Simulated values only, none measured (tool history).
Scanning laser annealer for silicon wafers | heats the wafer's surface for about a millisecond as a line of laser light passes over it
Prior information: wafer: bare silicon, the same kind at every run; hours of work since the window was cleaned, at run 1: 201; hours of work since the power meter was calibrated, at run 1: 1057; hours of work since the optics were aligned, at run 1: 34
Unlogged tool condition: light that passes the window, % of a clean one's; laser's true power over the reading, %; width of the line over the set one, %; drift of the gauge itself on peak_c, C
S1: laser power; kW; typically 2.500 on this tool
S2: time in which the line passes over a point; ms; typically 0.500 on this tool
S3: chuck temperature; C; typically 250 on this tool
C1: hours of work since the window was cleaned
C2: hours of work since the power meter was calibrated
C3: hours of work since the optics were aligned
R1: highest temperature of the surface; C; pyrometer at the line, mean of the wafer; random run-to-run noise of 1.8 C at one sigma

{"run": 1, "hour": 0.0, "S1": 2.5, "S2": 0.5, "S3": 250, "C1": 201, "C2": 1057, "C3": 34, "R1": 1077}
{"run": 2, "hour": 49.7, "S1": 2.5, "S2": 0.5, "S3": 250, "C1": 229, "C2": 1086, "C3": 62, "R1": 1078}
{"run": 3, "hour": 88.5, "S1": 2.5, "S2": 0.5, "S3": 250, "C1": 251, "C2": 1108, "C3": 84, "R1": 1073}
{"run": 4, "hour": 126.5, "S1": 2.5, "S2": 0.5, "S3": 250, "C1": 273, "C2": 1130, "C3": 106, "R1": 1072}
{"run": 5, "hour": 191.7, "S1": 2.5, "S2": 0.5, "S3": 250, "C1": 310, "C2": 1167, "C3": 144, "R1": 1070}
{"run": 6, "hour": 260.6, "S1": 2.5, "S2": 0.5, "S3": 250, "C1": 350, "C2": 1207, "C3": 183, "R1": 1066}
{"run": 7, "hour": 299.1, "S1": 2.5, "S2": 0.431, "S3": 250, "C1": 372, "C2": 1229, "C3": 205, "R1": 1001}
{"run": 8, "hour": 328.6, "S1": 2.5, "S2": 0.5, "S3": 250, "C1": 389, "C2": 1246, "C3": 222, "R1": 1065}
{"run": 9, "hour": 374.0, "S1": 2.5, "S2": 0.5, "S3": 250, "C1": 415, "C2": 1272, "C3": 248, "R1": 1064}
{"run": 10, "hour": 418.7, "S1": 2.5, "S2": 0.5, "S3": 250, "C1": 441, "C2": 1297, "C3": 274, "R1": 1062}
{"run": 11, "hour": 462.6, "S1": 2.5, "S2": 0.5, "S3": 250, "C1": 466, "C2": 1323, "C3": 299, "R1": 1061}
{"run": 12, "hour": 501.6, "S1": 2.5, "S2": 0.5, "S3": 250, "C1": 488, "C2": 1345, "C3": 321, "R1": 1057}
{"run": 13, "hour": 553.7, "S1": 2.5, "S2": 0.5, "S3": 250, "C1": 518, "C2": 1375, "C3": 351, "R1": 1061}
{"run": 14, "hour": 585.7, "S1": 2.44, "S2": 0.617, "S3": 250, "C1": 536, "C2": 1393, "C3": 370, "R1": 1131}
{"run": 15, "hour": 637.5, "S1": 2.629, "S2": 0.5, "S3": 221, "C1": 566, "C2": 1423, "C3": 399, "R1": 1073}
{"run": 16, "hour": 669.7, "S1": 2.226, "S2": 0.526, "S3": 267, "C1": 585, "C2": 1441, "C3": 418, "R1": 986}
{"run": 17, "hour": 724.3, "S1": 2.5, "S2": 0.412, "S3": 279, "C1": 616, "C2": 1473, "C3": 449, "R1": 999}
{"run": 18, "hour": 761.1, "S1": 2.462, "S2": 0.412, "S3": 279, "C1": 637, "C2": 1494, "C3": 470, "R1": 985}
{"run": 19, "hour": 804.7, "S1": 2.462, "S2": 0.412, "S3": 279, "C1": 662, "C2": 1519, "C3": 495, "R1": 981}
{"run": 20, "hour": 865.7, "S1": 2.462, "S2": 0.412, "S3": 279, "C1": 697, "C2": 1554, "C3": 530, "R1": 982}
{"run": 21, "hour": 894.9, "S1": 2.462, "S2": 0.412, "S3": 279, "C1": 714, "C2": 1571, "C3": 547, "R1": 979}
{"run": 22, "hour": 925.7, "S1": 2.284, "S2": 0.61, "S3": 254, "C1": 732, "C2": 1588, "C3": 565, "R1": 1049}
{"run": 23, "hour": 972.9, "S1": 2.369, "S2": 0.564, "S3": 284, "C1": 759, "C2": 1615, "C3": 592, "R1": 1078}

Below are 5 alternative next runs, each starting from the tool's condition after run 23. Predict each:
{"run": "A", "hour": 1002.4, "S1": 2.43, "S2": 0.564, "S3": 286, "C1": 775, "C2": 1632, "C3": 609, "R1": "?"}
{"run": "B", "hour": 1002.4, "S1": 2.431, "S2": 0.5, "S3": 237, "C1": 775, "C2": 1632, "C3": 609, "R1": "?"}
{"run": "C", "hour": 1002.4, "S1": 2.268, "S2": 0.399, "S3": 268, "C1": 775, "C2": 1632, "C3": 609, "R1": "?"}
{"run": "D", "hour": 1002.4, "S1": 2.5, "S2": 0.5, "S3": 234, "C1": 775, "C2": 1632, "C3": 609, "R1": "?"}
{"run": "E", "hour": 1002.4, "S1": 2.612, "S2": 0.54, "S3": 231, "C1": 775, "C2": 1632, "C3": 609, "R1": "?"}

run=A R1=1102
run=B R1=1001
run=C R1=885
run=D R1=1025
run=E R1=1096
With the hidden condition removed and each run's random variation left untouched, the same runs would have given:
run=A R1=1145
run=B R1=1042
run=C R1=918
run=D R1=1066
run=E R1=1142
